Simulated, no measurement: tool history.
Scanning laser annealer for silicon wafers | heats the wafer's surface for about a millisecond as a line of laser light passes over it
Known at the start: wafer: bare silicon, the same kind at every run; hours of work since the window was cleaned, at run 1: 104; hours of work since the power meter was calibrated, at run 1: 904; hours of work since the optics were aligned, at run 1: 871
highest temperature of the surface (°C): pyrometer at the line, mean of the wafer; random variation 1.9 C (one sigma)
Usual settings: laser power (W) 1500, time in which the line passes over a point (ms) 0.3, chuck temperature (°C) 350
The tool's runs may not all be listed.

run	hour	laser power (W)	time in which the line passes over a point (ms)	chuck temperature (°C)	hours of work since the window was cleaned	hours of work since the power meter was calibrated	hours of work since the optics were aligned	highest temperature of the surface (°C)
1	0	1500	0.3	350	104	904	871	1126
2	33.8	1500	0.3	350	129	929	896	1124
3	69.2	1500	0.3	350	155	955	922	1119
4	88.9	1500	0.3	350	170	970	937	1119
5	108.8	1500	0.3	323	185	985	952	1091
6	147.9	1500	0.327	350	214	1014	981	1150

Run 7 comes next. What will it give?
7	180	1485	0.327	316	238	1037	1004	?

Run 7 gave highest temperature of the surface (°C) 1105.
Without the tool's hidden state the same run would have given highest temperature of the surface (°C) 1141.
